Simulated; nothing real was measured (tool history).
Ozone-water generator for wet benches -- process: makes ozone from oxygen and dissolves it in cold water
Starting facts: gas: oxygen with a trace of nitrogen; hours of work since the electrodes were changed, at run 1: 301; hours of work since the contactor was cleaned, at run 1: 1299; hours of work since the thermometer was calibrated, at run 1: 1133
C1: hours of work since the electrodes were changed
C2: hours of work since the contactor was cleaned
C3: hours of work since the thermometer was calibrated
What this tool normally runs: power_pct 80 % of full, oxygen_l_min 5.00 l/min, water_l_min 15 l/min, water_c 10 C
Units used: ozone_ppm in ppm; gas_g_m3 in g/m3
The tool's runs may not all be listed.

Run 1, hour 0.0: usual settings; C1 301; C2 1299; C3 1133. Result: ozone_ppm 29.7 ppm, gas_g_m3 193.4 g/m3.
Run 2, hour 18.8: usual settings but oxygen_l_min 6.62 l/min; C1 317; C2 1315; C3 1149. Result: ozone_ppm 28.7 ppm, gas_g_m3 163.9 g/m3.
Run 3, hour 41.1: usual settings but oxygen_l_min 6.62 l/min; C1 336; C2 1335; C3 1168. Result: ozone_ppm 28.4 ppm, gas_g_m3 164.2 g/m3.
Run 4, hour 69.6: usual settings but water_c 13 C; C1 361; C2 1359; C3 1193. Result: ozone_ppm 28.1 ppm, gas_g_m3 193.2 g/m3.
Run 5, hour 84.7: usual settings but water_c 16 C; C1 374; C2 1373; C3 1206. Result: ozone_ppm 26.8 ppm, gas_g_m3 194.1 g/m3.
Run 6, hour 104.7: usual settings but water_c 16 C; C1 392; C2 1390; C3 1223. Result: ozone_ppm 26.6 ppm, gas_g_m3 192.9 g/m3.
Run 7, hour 133.0: usual settings but water_l_min 9 l/min; C1 416; C2 1414; C3 1248. Result: ozone_ppm 40.3 ppm, gas_g_m3 194.2 g/m3.
Run 8, hour 148.5: usual settings but water_l_min 9 l/min; C1 429; C2 1428; C3 1261. Result: ozone_ppm 40.5 ppm, gas_g_m3 192.6 g/m3.
Run 9, hour 172.8: usual settings but water_l_min 9 l/min; C1 451; C2 1449; C3 1282. Result: ozone_ppm 40.7 ppm, gas_g_m3 192.8 g/m3.

Run 10 is up next; what results do you expect?
Run 10, hour 197.7: usual settings but power_pct 72 % of full, water_l_min 12 l/min, water_c 7 C; C1 472; C2 1470; C3 1304. Result: ozone_ppm ?, gas_g_m3 ?.

Logged for run 10: ozone_ppm 33.2 ppm, gas_g_m3 178.1 g/m3.
The same run, on a tool lacking any hidden state, would have yielded ozone_ppm 33.2 ppm, gas_g_m3 178.1 g/m3.

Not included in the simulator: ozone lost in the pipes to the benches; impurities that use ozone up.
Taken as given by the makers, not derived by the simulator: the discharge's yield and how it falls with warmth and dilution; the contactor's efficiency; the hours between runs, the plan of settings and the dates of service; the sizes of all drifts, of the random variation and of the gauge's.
